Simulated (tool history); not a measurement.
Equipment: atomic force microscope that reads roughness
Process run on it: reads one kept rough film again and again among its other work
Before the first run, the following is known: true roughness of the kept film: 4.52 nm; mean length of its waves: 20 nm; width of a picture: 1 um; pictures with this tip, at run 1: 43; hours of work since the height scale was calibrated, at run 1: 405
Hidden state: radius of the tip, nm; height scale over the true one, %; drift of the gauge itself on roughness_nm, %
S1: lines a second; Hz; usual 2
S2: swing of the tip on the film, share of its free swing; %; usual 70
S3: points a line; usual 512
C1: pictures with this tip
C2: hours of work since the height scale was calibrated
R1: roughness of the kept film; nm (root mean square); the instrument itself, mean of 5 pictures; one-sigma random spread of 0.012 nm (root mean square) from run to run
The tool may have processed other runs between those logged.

{"run": 1, "hour": 0.0, "S1": 2, "S2": 70, "S3": 512, "C1": 43, "C2": 405, "R1": 1.798}
{"hour": 19.7, "done": "new tip fitted"}
{"run": 2, "hour": 26.6, "S1": 1.18, "S2": 70, "S3": 512, "C1": 8, "C2": 418, "R1": 2.62}
{"run": 3, "hour": 60.9, "S1": 1.18, "S2": 70, "S3": 512, "C1": 48, "C2": 434, "R1": 1.68}
{"hour": 78.9, "done": "new tip fitted"}
{"run": 4, "hour": 81.7, "S1": 1.18, "S2": 70, "S3": 512, "C1": 3, "C2": 444, "R1": 2.788}
{"run": 5, "hour": 107.3, "S1": 2, "S2": 70, "S3": 512, "C1": 33, "C2": 457, "R1": 1.847}
{"hour": 137.0, "done": "new tip fitted"}
{"run": 6, "hour": 138.2, "S1": 2, "S2": 70, "S3": 512, "C1": 2, "C2": 472, "R1": 2.732}
{"run": 7, "hour": 162.7, "S1": 2, "S2": 70, "S3": 366, "C1": 30, "C2": 484, "R1": 1.866}
{"run": 8, "hour": 189.7, "S1": 2, "S2": 70, "S3": 366, "C1": 62, "C2": 497, "R1": 1.429}
{"hour": 193.3, "done": "new tip fitted"}
{"run": 9, "hour": 222.0, "S1": 2, "S2": 70, "S3": 366, "C1": 34, "C2": 513, "R1": 1.927}
{"hour": 249.5, "done": "new tip fitted"}
{"run": 10, "hour": 269.5, "S1": 2, "S2": 70, "S3": 366, "C1": 23, "C2": 536, "R1": 2.124}
{"hour": 306.2, "done": "new tip fitted"}
{"run": 11, "hour": 309.5, "S1": 2, "S2": 70, "S3": 336, "C1": 4, "C2": 555, "R1": 2.679}
{"run": 12, "hour": 351.4, "S1": 2, "S2": 70, "S3": 336, "C1": 53, "C2": 575, "R1": 1.542}
{"hour": 361.6, "done": "new tip fitted"}
{"run": 13, "hour": 376.6, "S1": 2, "S2": 84, "S3": 336, "C1": 17, "C2": 588, "R1": 2.105}
{"hour": 420.2, "done": "new tip fitted"}
{"run": 14, "hour": 421.3, "S1": 2, "S2": 84, "S3": 336, "C1": 1, "C2": 609, "R1": 2.637}
{"run": 15, "hour": 465.4, "S1": 2, "S2": 84, "S3": 336, "C1": 53, "C2": 631, "R1": 1.45}
{"hour": 470.2, "done": "height scale calibrated on a step standard"}
{"hour": 477.9, "done": "new tip fitted"}
{"run": 16, "hour": 497.6, "S1": 0.82, "S2": 70, "S3": 895, "C1": 23, "C2": 13, "R1": 2.144}
{"run": 17, "hour": 527.3, "S1": 0.82, "S2": 70, "S3": 895, "C1": 57, "C2": 28, "R1": 1.543}
{"hour": 534.9, "done": "new tip fitted"}
{"run": 18, "hour": 554.5, "S1": 2.06, "S2": 60, "S3": 440, "C1": 23, "C2": 41, "R1": 2.086}
{"hour": 591.9, "done": "new tip fitted"}
{"run": 19, "hour": 604.6, "S1": 2.06, "S2": 60, "S3": 440, "C1": 15, "C2": 65, "R1": 2.417}
{"run": 20, "hour": 639.0, "S1": 0.73, "S2": 62, "S3": 440, "C1": 55, "C2": 82, "R1": 1.577}
{"hour": 650.6, "done": "new tip fitted"}
{"run": 21, "hour": 688.1, "S1": 0.73, "S2": 62, "S3": 440, "C1": 44, "C2": 106, "R1": 1.702}
{"hour": 705.5, "done": "height scale calibrated on a step standard, once more"}
{"hour": 709.6, "done": "new tip fitted"}
{"run": 22, "hour": 720.9, "S1": 2, "S2": 86, "S3": 477, "C1": 14, "C2": 7, "R1": 2.206}
{"run": 23, "hour": 749.4, "S1": 2, "S2": 86, "S3": 477, "C1": 47, "C2": 21, "R1": 1.574}
{"hour": 767.3, "done": "new tip fitted"}
{"run": 24, "hour": 771.0, "S1": 3.6, "S2": 55, "S3": 272, "C1": 5, "C2": 32, "R1": 2.675}
{"run": 25, "hour": 802.9, "S1": 3.6, "S2": 55, "S3": 272, "C1": 42, "C2": 47, "R1": 1.737}
{"hour": 822.9, "done": "new tip fitted"}
{"run": 26, "hour": 832.6, "S1": 3.6, "S2": 55, "S3": 272, "C1": 11, "C2": 62, "R1": 2.313}
{"run": 27, "hour": 858.9, "S1": 3.6, "S2": 55, "S3": 272, "C1": 42, "C2": 74, "R1": 1.648}
{"hour": 880.3, "done": "new tip fitted"}
{"run": 28, "hour": 903.0, "S1": 1.93, "S2": 60, "S3": 739, "C1": 26, "C2": 96, "R1": 2.154}
{"hour": 937.3, "done": "new tip fitted"}
{"run": 29, "hour": 937.3, "S1": 2, "S2": 68, "S3": 512, "C1": 0, "C2": 112, "R1": 2.907}
{"run": 30, "hour": 969.4, "S1": 1.38, "S2": 66, "S3": 643, "C1": 37, "C2": 128, "R1": 1.857}

What if the next run were any one of these 5? Each begins from the tool's condition after run 30:
{"hour": 994.0, "done": "new tip fitted"}
{"run": "A", "hour": 1001.5, "S1": 1.38, "S2": 84, "S3": 367, "C1": 8, "C2": 144, "R1": "?"}
{"hour": 994.0, "done": "new tip fitted"}
{"run": "B", "hour": 1001.5, "S1": 1.38, "S2": 62, "S3": 322, "C1": 8, "C2": 144, "R1": "?"}
{"hour": 994.0, "done": "new tip fitted"}
{"run": "C", "hour": 1001.5, "S1": 0.77, "S2": 75, "S3": 906, "C1": 8, "C2": 144, "R1": "?"}
{"hour": 994.0, "done": "new tip fitted"}
{"run": "D", "hour": 1001.5, "S1": 0.86, "S2": 62, "S3": 619, "C1": 8, "C2": 144, "R1": "?"}
{"hour": 994.0, "done": "new tip fitted"}
{"run": "E", "hour": 1001.5, "S1": 1.07, "S2": 69, "S3": 267, "C1": 8, "C2": 144, "R1": "?"}

run=A R1=2.446
run=B R1=2.56
run=C R1=2.589
run=D R1=2.614
run=E R1=2.506
With no hidden state in the tool, these same runs would have given:
run=A R1=2.854
run=B R1=2.987
run=C R1=3.021
run=D R1=3.051
run=E R1=2.924
